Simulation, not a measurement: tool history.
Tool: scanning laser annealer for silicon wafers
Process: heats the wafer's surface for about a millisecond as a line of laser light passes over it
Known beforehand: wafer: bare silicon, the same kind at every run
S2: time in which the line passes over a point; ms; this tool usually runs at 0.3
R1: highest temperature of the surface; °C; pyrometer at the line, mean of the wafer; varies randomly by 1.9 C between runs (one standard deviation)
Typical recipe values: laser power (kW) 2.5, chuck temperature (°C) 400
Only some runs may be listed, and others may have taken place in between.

Run 1, hour 0: usual settings. Result: R1 1116 °C.
Run 2, hour 19.9: usual settings. Result: R1 1114 °C.
Run 3, hour 46.9: usual settings. Result: R1 1109 °C.
Run 4, hour 62.5: usual settings but laser power (kW) 2.337. Result: R1 1065 °C.
Run 5, hour 80.5: usual settings but chuck temperature (°C) 426. Result: R1 1137 °C.
Run 6, hour 96.6: usual settings but chuck temperature (°C) 426. Result: R1 1134 °C.
Run 7, hour 118.5: usual settings. Result: R1 1108 °C.
Run 8, hour 144.5: usual settings. Result: R1 1109 °C.
Run 9, hour 162: usual settings but S2 0.35 ms. Result: R1 1159 °C.
Run 10, hour 176: usual settings but S2 0.354 ms. Result: R1 1163 °C.
Run 11, hour 188.7: usual settings but S2 0.298 ms. Result: R1 1104 °C.
Run 12, hour 203.4: usual settings but S2 0.298 ms. Result: R1 1106 °C.
Run 13, hour 222.4: usual settings but chuck temperature (°C) 427. Result: R1 1131 °C.
Run 14, hour 239.1: usual settings but chuck temperature (°C) 427. Result: R1 1132 °C.
Run 15, hour 266.5: usual settings but chuck temperature (°C) 427. Result: R1 1128 °C.
At hour 280.3: window over the wafer cleaned.
Run 16, hour 285.1: usual settings but chuck temperature (°C) 427. Result: R1 1176 °C.
Run 17, hour 310.7: usual settings. Result: R1 1147 °C.
Run 18, hour 328.9: usual settings. Result: R1 1147 °C.
Run 19, hour 351.6: usual settings but chuck temperature (°C) 435. Result: R1 1181 °C.
Run 20, hour 365.1: usual settings but laser power (kW) 2.202, S2 0.249 ms, chuck temperature (°C) 429. Result: R1 1028 °C.
Run 21, hour 384.2: usual settings but laser power (kW) 2.149, S2 0.282 ms, chuck temperature (°C) 426. Result: R1 1043 °C.
Run 22, hour 406.5: usual settings but laser power (kW) 2.547, S2 0.282 ms, chuck temperature (°C) 426. Result: R1 1160 °C.
Run 23, hour 432.3: usual settings but laser power (kW) 2.697, S2 0.282 ms, chuck temperature (°C) 368. Result: R1 1149 °C.
Run 24, hour 444.2: usual settings but laser power (kW) 2.513, S2 0.282 ms, chuck temperature (°C) 407. Result: R1 1129 °C.
Run 25, hour 464: usual settings but laser power (kW) 2.513, S2 0.339 ms, chuck temperature (°C) 378. Result: R1 1164 °C.
Run 26, hour 476: usual settings but laser power (kW) 2.625, S2 0.218 ms, chuck temperature (°C) 435. Result: R1 1100 °C.
Run 27, hour 496.5: usual settings but laser power (kW) 2.45, S2 0.218 ms, chuck temperature (°C) 370. Result: R1 994 °C.
Run 28, hour 518.4: usual settings but laser power (kW) 2.179, S2 0.218 ms, chuck temperature (°C) 438. Result: R1 987 °C.
Run 29, hour 541.6: usual settings but S2 0.228 ms, chuck temperature (°C) 426. Result: R1 1072 °C.
Run 30, hour 569.4: usual settings but S2 0.374 ms, chuck temperature (°C) 426. Result: R1 1239 °C.
Run 31, hour 582.4: usual settings but S2 0.374 ms, chuck temperature (°C) 426. Result: R1 1242 °C.
Run 32, hour 602.6: usual settings but laser power (kW) 2.748, S2 0.374 ms, chuck temperature (°C) 430. Result: R1 1333 °C.
Run 33, hour 626.8: usual settings but laser power (kW) 2.748, S2 0.374 ms, chuck temperature (°C) 430. Result: R1 1327 °C.
Run 34, hour 640.8: usual settings but laser power (kW) 2.748, S2 0.374 ms, chuck temperature (°C) 430. Result: R1 1329 °C.
Run 35, hour 661.8: usual settings but laser power (kW) 2.453, S2 0.337 ms, chuck temperature (°C) 365. Result: R1 1120 °C.
Run 36, hour 686.8: usual settings but laser power (kW) 2.715, S2 0.267 ms. Result: R1 1152 °C.

5 ways to go on from here, each from the tool as it stands after run 36. What would each give?
Run A, hour 703.9: usual settings but laser power (kW) 2.155, S2 0.24 ms, chuck temperature (°C) 424. Result: R1 ?.
Run B, hour 703.9: usual settings but S2 0.276 ms, chuck temperature (°C) 401. Result: R1 ?.
Run C, hour 703.9: usual settings but laser power (kW) 2.6, chuck temperature (°C) 437. Result: R1 ?.
Run D, hour 703.9: usual settings but laser power (kW) 2.162, chuck temperature (°C) 370. Result: R1 ?.
Run E, hour 703.9: usual settings but S2 0.264 ms, chuck temperature (°C) 375. Result: R1 ?.

run    R1
  A   983
  B  1104
  C  1196
  D   994
  E  1061
Without the tool's hidden state the same runs would have given:
run    R1
  A  1011
  B  1138
  C  1233
  D  1024
  E  1095
